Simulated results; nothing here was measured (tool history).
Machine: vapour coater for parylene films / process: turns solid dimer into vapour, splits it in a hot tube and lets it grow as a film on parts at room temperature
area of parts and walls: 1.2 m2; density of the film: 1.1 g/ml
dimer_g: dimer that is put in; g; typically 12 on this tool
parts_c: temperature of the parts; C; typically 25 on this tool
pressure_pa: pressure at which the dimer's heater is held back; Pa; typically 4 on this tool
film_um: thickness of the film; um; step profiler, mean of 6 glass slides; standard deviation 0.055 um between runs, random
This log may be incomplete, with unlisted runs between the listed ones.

| run | hour | dimer_g | parts_c | pressure_pa | film_um |
|---|---|---|---|---|---|
| 1 | 0 | 12 | 25 | 4 | 6.14 |
| 2 | 24.6 | 12 | 25 | 4 | 6.07 |
| 3 | 45.2 | 12 | 25 | 4 | 6.11 |
| 4 | 79.8 | 12 | 32 | 4 | 4.63 |
| 5 | 107.8 | 12 | 32 | 6.31 | 4.08 |
| 6 | 129.3 | 12 | 26 | 4 | 5.59 |
| 7 | 147.6 | 12 | 26 | 4 | 5.51 |
| 8 | 170.9 | 12 | 25 | 4 | 5.55 |
| 9 | 201.7 | 12 | 25 | 4 | 5.54 |
| 10 | 223.9 | 12 | 25 | 4 | 5.53 |
| 11 | 246.9 | 15 | 25 | 4 | 7.83 |
| 12 | 271.7 | 12 | 25 | 10.62 | 5.01 |
| 13 | 293.3 | 12 | 25 | 10.62 | 5.07 |
| 14 | 311.7 | 12 | 25 | 10.62 | 5.01 |
| 15 | 330.5 | 12 | 25 | 10.62 | 4.95 |
| 16 | 368.3 | 12 | 25 | 10.62 | 4.83 |
| 17 | 397.6 | 12 | 25 | 4 | 6 |
| 18 | 420.7 | 12 | 25 | 4 | 5.93 |
| 19 | 455 | 12 | 25 | 4 | 5.73 |
| 20 | 481.5 | 12 | 25 | 4 | 5.73 |
| 21 | 499 | 12 | 25 | 4 | 5.64 |
| 22 | 527.5 | 12 | 25 | 4 | 5.57 |
| 23 | 562.3 | 12 | 25 | 3.83 | 6.46 |
| 24 | 586.6 | 12 | 25 | 4 | 6.26 |
| 25 | 612.8 | 12 | 25 | 4 | 6.14 |
| 26 | 650.8 | 12 | 25 | 4.95 | 5.79 |
| 27 | 680.4 | 22 | 25 | 4.95 | 10.56 |
| 28 | 700.2 | 6 | 23 | 2.52 | 3.56 |
| 29 | 734.5 | 6 | 24 | 2.52 | 3.38 |
| 30 | 772.5 | 16 | 25 | 3.27 | 8.16 |
| 31 | 811.8 | 12 | 22 | 5.12 | 5.99 |
| 32 | 831.4 | 18 | 22 | 11.29 | 7.5 |
| 33 | 860.3 | 18 | 22 | 11.29 | 7.57 |
| 34 | 894 | 18 | 22 | 11.29 | 8.39 |
| 35 | 915.1 | 7 | 22 | 10.6 | 3.3 |
| 36 | 956.5 | 9 | 25 | 2.81 | 5.02 |
| 37 | 992.1 | 21 | 18 | 3.55 | 13.85 |
| 38 | 1019.9 | 21 | 18 | 3.55 | 13.84 |
| 39 | 1043.3 | 6 | 25 | 2.42 | 3.27 |
| 40 | 1080.4 | 5 | 18 | 2.56 | 3.32 |
| 41 | 1113.1 | 15 | 18 | 2.56 | 10.05 |
| 42 | 1142.6 | 15 | 18 | 2.56 | 9.95 |
| 43 | 1164.6 | 12 | 32 | 9.04 | 3.72 |
| 44 | 1196.7 | 12 | 32 | 9.04 | 3.62 |
| 45 | 1219.6 | 12 | 32 | 9.04 | 4.1 |
| 46 | 1237.6 | 12 | 20 | 3.91 | 7.44 |
| 47 | 1266.3 | 14 | 25 | 4 | 7.17 |

Taken out of this log: 4 entries between the listed runs. Where each belongs, and how the hidden state differs across it:
After run 10, before run 11: trap's valve overhauled (hour 234.2)
  vapour lost through the trap's worn valve, %: 13.2 -> 0.8; true temperature of the parts over the reading, C: -0.04 -> -0.03
  measured less the result without the state, film_um: -0.83 -> -0.06 um
After run 22, before run 23: trap's valve overhauled (hour 562.3)
  vapour lost through the trap's worn valve, %: 11.7 -> 0.3; true temperature of the parts over the reading, C: 0.03 -> 0.04
  measured less the result without the state, film_um: -0.75 -> -0.02 um
After run 33, before run 34: trap's valve overhauled (hour 889.8)
  vapour lost through the trap's worn valve, %: 11.8 -> 0.3; true temperature of the parts over the reading, C: 0.11 -> 0.12
  measured less the result without the state, film_um: -1.04 -> -0.06 um
After run 44, before run 45: trap's valve overhauled (hour 1218.2)
  vapour lost through the trap's worn valve, %: 12.2 -> 0.5; true temperature of the parts over the reading, C: 0.19 -> 0.2
  measured less the result without the state, film_um: -0.54 -> -0.05 um
